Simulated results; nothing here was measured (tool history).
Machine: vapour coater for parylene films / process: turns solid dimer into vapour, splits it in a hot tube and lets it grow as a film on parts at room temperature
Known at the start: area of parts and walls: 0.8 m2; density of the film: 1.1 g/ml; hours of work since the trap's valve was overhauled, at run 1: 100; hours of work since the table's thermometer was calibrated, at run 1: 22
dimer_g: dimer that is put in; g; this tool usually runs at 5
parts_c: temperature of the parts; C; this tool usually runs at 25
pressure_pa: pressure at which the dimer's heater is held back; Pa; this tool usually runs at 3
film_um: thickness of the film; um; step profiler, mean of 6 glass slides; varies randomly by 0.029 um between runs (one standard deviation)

run,hour,dimer_g,parts_c,pressure_pa,hours of work since the trap's valve was overhauled,hours of work since the table's thermometer was calibrated,film_um
1,0,5,25,3,100,22,3.51
2,15.2,3,25,3,111,33,2.15
3,28,3,25,3,120,42,2.13
4,36.2,3,25,3,126,47,2.13
5,52,5,25,3.76,137,58,3.46
6,67.6,5,25,4.23,147,69,3.39
7,81.5,5,32,3,157,79,3.14
8,89.2,5,25,3,163,84,3.56
9,102.9,5,25,3,172,94,3.51
10,113.6,5,25,3,180,102,3.56
11,123.4,3,25,3,186,108,2.15
12,137.4,3,25,3,196,118,2.13
13,150,3,25,3,205,127,2.11
14,163.5,5,25,4.51,214,136,3.36

Run 15 is up next; what results do you expect?
15,178,5,23,3,225,147,?

Run 15 measured film_um 3.64 um.
With no hidden state in the tool, this same run would have given film_um 3.78 um.
